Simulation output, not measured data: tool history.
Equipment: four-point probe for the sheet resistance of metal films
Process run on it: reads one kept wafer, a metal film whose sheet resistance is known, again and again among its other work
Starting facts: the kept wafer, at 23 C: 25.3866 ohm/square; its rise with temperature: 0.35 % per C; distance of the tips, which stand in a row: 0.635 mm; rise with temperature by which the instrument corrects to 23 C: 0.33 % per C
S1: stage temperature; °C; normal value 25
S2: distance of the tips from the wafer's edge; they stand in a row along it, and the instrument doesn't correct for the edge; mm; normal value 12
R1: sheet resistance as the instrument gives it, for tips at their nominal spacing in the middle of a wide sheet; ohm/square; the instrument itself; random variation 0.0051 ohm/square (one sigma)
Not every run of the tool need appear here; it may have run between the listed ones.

Run 1, hour 0: usual settings. Result: R1 25.596183 ohm/square.
Run 2, hour 18.1: usual settings but S1 27 °C. Result: R1 25.611954 ohm/square.
Run 3, hour 45.6: usual settings but S1 27 °C, S2 41 mm. Result: R1 25.576142 ohm/square.
Run 4, hour 60.3: usual settings but S1 27 °C, S2 41 mm. Result: R1 25.574603 ohm/square.
Run 5, hour 74: usual settings but S1 24 °C. Result: R1 25.595267 ohm/square.
Run 6, hour 97: usual settings but S1 24 °C. Result: R1 25.60333 ohm/square.
Run 7, hour 117.3: usual settings but S1 24 °C. Result: R1 25.600283 ohm/square.
Run 8, hour 136.3: usual settings but S1 21 °C. Result: R1 25.589858 ohm/square.
Run 9, hour 162.8: usual settings but S1 21 °C. Result: R1 25.585803 ohm/square.
Run 10, hour 180.8: usual settings but S1 33 °C. Result: R1 25.663902 ohm/square.
Run 11, hour 206.2: usual settings but S1 33 °C. Result: R1 25.672932 ohm/square.
Run 12, hour 229: usual settings but S1 33 °C. Result: R1 25.669374 ohm/square.
Run 13, hour 250.1: usual settings but S1 33 °C. Result: R1 25.676049 ohm/square.
Run 14, hour 272.8: usual settings. Result: R1 25.622617 ohm/square.
Run 15, hour 298.5: usual settings but S2 30 mm. Result: R1 25.596033 ohm/square.
Run 16, hour 324.1: usual settings but S2 30 mm. Result: R1 25.597853 ohm/square.
Run 17, hour 340.4: usual settings but S2 30 mm. Result: R1 25.608084 ohm/square.
Run 18, hour 365.9: usual settings. Result: R1 25.630535 ohm/square.
Run 19, hour 384.6: usual settings. Result: R1 25.643989 ohm/square.
Run 20, hour 414: usual settings. Result: R1 25.645431 ohm/square.
Run 21, hour 427.5: usual settings. Result: R1 25.642151 ohm/square.
Run 22, hour 452.8: usual settings but S2 10 mm. Result: R1 25.669729 ohm/square.
Run 23, hour 477.3: usual settings but S1 28 °C, S2 7 mm. Result: R1 25.755845 ohm/square.
Run 24, hour 502.4: usual settings but S1 35 °C, S2 23 mm. Result: R1 25.689359 ohm/square.
Run 25, hour 523.1: usual settings but S1 35 °C, S2 23 mm. Result: R1 25.697063 ohm/square.
Run 26, hour 546.5: usual settings but S1 35 °C, S2 23 mm. Result: R1 25.704513 ohm/square.
Run 27, hour 559.8: usual settings but S1 35 °C, S2 23 mm. Result: R1 25.707468 ohm/square.
Run 28, hour 584.9: usual settings but S2 56 mm. Result: R1 25.640665 ohm/square.
Run 29, hour 607.2: usual settings but S2 56 mm. Result: R1 25.641735 ohm/square.
Run 30, hour 621.4: usual settings but S1 21 °C. Result: R1 25.647518 ohm/square.
Run 31, hour 645.3: usual settings but S1 19 °C, S2 40 mm. Result: R1 25.59482 ohm/square.
Run 32, hour 659.7: usual settings but S2 21 mm. Result: R1 25.652125 ohm/square.
Run 33, hour 674.3: usual settings but S2 21 mm. Result: R1 25.651955 ohm/square.
Run 34, hour 695: usual settings but S1 29 °C, S2 8 mm. Result: R1 25.754805 ohm/square.
Run 35, hour 719.3: usual settings but S1 30 °C, S2 28 mm. Result: R1 25.688504 ohm/square.
Run 36, hour 739.4: usual settings but S1 31 °C. Result: R1 25.722379 ohm/square.
Run 37, hour 767.2: usual settings but S1 31 °C. Result: R1 25.733313 ohm/square.
Run 38, hour 784.2: usual settings but S1 31 °C. Result: R1 25.725561 ohm/square.
Run 39, hour 801.5: usual settings but S1 33 °C, S2 57 mm. Result: R1 25.716558 ohm/square.
Run 40, hour 820.6: usual settings but S1 29 °C, S2 64 mm. Result: R1 25.680055 ohm/square.
Run 41, hour 848.2: usual settings but S1 29 °C, S2 64 mm. Result: R1 25.690413 ohm/square.
Run 42, hour 875.4: usual settings but S1 29 °C, S2 64 mm. Result: R1 25.698992 ohm/square.

A few steps of R1 between consecutive runs. Split each: what settings, incoming material and random variation would produce without the hidden state, and what is left over for the hidden state, along with gauge scatter present in only one of the two compared results (measured, and without hidden state):
What the log doesn't record here: inner tips' distance over the nominal, %; tips' flats over new ones', %; wafer's true temperature over the reading, C; drift of the gauge itself on sheet_ohm, %.
Run 9 -> 10: S1 21 -> 33. R1 +0.078099 ohm/square: hidden state +0.003469, all else +0.07463.
Run 22 -> 23: S1 25 -> 28, S2 10 -> 7. R1 +0.086116 ohm/square: hidden state +0.003969, all else +0.082147.
Run 33 -> 34: S1 25 -> 29, S2 21 -> 8. R1 +0.10285 ohm/square: hidden state +0.004001, all else +0.098849.
Run 41 -> 42: no setting touched and nothing written in the log between the runs. R1 +0.008579 ohm/square: hidden state +0.00386, all else +0.004719.

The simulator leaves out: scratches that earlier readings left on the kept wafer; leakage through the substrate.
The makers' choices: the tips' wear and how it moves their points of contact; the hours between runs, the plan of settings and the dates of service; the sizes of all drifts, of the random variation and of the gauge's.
